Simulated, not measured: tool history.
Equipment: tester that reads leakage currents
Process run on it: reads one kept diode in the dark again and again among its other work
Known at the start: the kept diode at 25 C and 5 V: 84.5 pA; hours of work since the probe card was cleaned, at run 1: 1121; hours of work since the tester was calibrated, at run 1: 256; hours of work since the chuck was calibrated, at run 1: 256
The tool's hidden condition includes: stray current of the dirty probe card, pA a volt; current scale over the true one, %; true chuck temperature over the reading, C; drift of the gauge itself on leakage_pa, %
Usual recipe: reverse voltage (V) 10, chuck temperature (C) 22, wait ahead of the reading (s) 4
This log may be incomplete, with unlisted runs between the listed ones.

run   hour  reverse voltage (V)  chuck temperature (C)  wait ahead of the reading (s)  hours of work since the probe card was cleaned  hours of work since the tester was calibrated  hours of work since the chuck was calibrated  current that the tester gives (pA)
  1      0                   10                     22                              4                                            1121                                            256                                           256                               99.08
  2   29.5                   10                     22                              4                                            1142                                            276                                           276                               99.24
  3   59.6                   10                     22                              4                                            1163                                            297                                           297                               99.83
  4   95.9                   10                     22                              4                                            1188                                            323                                           323                               99.45
  5  138.3                  2.9                     22                              4                                            1218                                            352                                           352                               49.04
  6  167.8                  2.9                     22                              4                                            1238                                            373                                           373                                  49
  7  187.6                 10.2                     36                           1.36                                            1252                                            386                                           386                              338.44

Run 8 comes next. What will it give?
  8  209.9                   10                     36                           0.94                                            1267                                            402                                           402                                   ?

Logged for run 8: current that the tester gives (pA) 334.59.
Without the tool's hidden state the same run would have given current that the tester gives (pA) 333.7.
